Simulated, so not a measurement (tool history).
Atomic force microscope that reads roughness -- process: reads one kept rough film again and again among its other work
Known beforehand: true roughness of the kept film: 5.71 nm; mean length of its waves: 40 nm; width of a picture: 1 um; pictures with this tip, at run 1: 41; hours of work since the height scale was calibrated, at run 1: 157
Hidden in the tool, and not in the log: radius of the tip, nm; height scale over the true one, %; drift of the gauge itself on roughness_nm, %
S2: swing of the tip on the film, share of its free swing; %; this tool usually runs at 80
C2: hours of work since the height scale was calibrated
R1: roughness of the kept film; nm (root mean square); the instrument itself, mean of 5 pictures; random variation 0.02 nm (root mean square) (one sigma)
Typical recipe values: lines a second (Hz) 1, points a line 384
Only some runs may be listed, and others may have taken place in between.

Run 1, hour 0: usual settings; pictures with this tip 41; C2 157. Result: R1 4.547 nm (root mean square).
Run 2, hour 8.7: usual settings; pictures with this tip 50; C2 161. Result: R1 4.463 nm (root mean square).
Run 3, hour 19.1: usual settings but points a line 488; pictures with this tip 61; C2 167. Result: R1 4.448 nm (root mean square).
Run 4, hour 27.8: usual settings but points a line 488; pictures with this tip 70; C2 171. Result: R1 4.32 nm (root mean square).
Run 5, hour 34.8: usual settings but points a line 488; pictures with this tip 77; C2 175. Result: R1 4.322 nm (root mean square).
Run 6, hour 42: usual settings but points a line 488; pictures with this tip 84; C2 178. Result: R1 4.268 nm (root mean square).
Run 7, hour 47: usual settings but S2 85 %; pictures with this tip 89; C2 181. Result: R1 4.163 nm (root mean square).
Run 8, hour 53.8: usual settings but S2 85 %, points a line 266; pictures with this tip 96; C2 184. Result: R1 4.111 nm (root mean square).
Run 9, hour 62.7: usual settings but S2 85 %, points a line 266; pictures with this tip 106; C2 189. Result: R1 4.058 nm (root mean square).
Run 10, hour 73.1: usual settings but lines a second (Hz) 0.79; pictures with this tip 116; C2 194. Result: R1 4.129 nm (root mean square).
Run 11, hour 78.7: usual settings but lines a second (Hz) 0.79; pictures with this tip 122; C2 197. Result: R1 4.109 nm (root mean square).
At hour 80.8: new tip fitted.
Run 12, hour 88.7: usual settings but lines a second (Hz) 0.79; pictures with this tip 8; C2 202. Result: R1 4.807 nm (root mean square).
Run 13, hour 99: usual settings but lines a second (Hz) 0.79, S2 82 %; pictures with this tip 19; C2 207. Result: R1 4.762 nm (root mean square).
Run 14, hour 108.5: usual settings but lines a second (Hz) 0.79, S2 82 %, points a line 780; pictures with this tip 29; C2 212. Result: R1 4.69 nm (root mean square).
Run 15, hour 115.7: usual settings but lines a second (Hz) 0.79, S2 82 %, points a line 780; pictures with this tip 36; C2 215. Result: R1 4.644 nm (root mean square).
Run 16, hour 125.4: usual settings but lines a second (Hz) 0.79, S2 82 %, points a line 780; pictures with this tip 46; C2 220. Result: R1 4.564 nm (root mean square).
Run 17, hour 135: usual settings; pictures with this tip 56; C2 225. Result: R1 4.43 nm (root mean square).
At hour 137: height scale calibrated on a step standard.
Run 18, hour 145.9: usual settings but lines a second (Hz) 0.79, S2 62 %; pictures with this tip 66; C2 5. Result: R1 4.6 nm (root mean square).

Predict the results of run 19:
Run 19, hour 151.9: usual settings but lines a second (Hz) 0.79, S2 62 %; pictures with this tip 72; C2 8. Result: R1 ?.

Logged for run 19: R1 4.547 nm (root mean square).
If the tool had no hidden condition, the same run with the same run-to-run variation would have returned R1 5.099 nm (root mean square).

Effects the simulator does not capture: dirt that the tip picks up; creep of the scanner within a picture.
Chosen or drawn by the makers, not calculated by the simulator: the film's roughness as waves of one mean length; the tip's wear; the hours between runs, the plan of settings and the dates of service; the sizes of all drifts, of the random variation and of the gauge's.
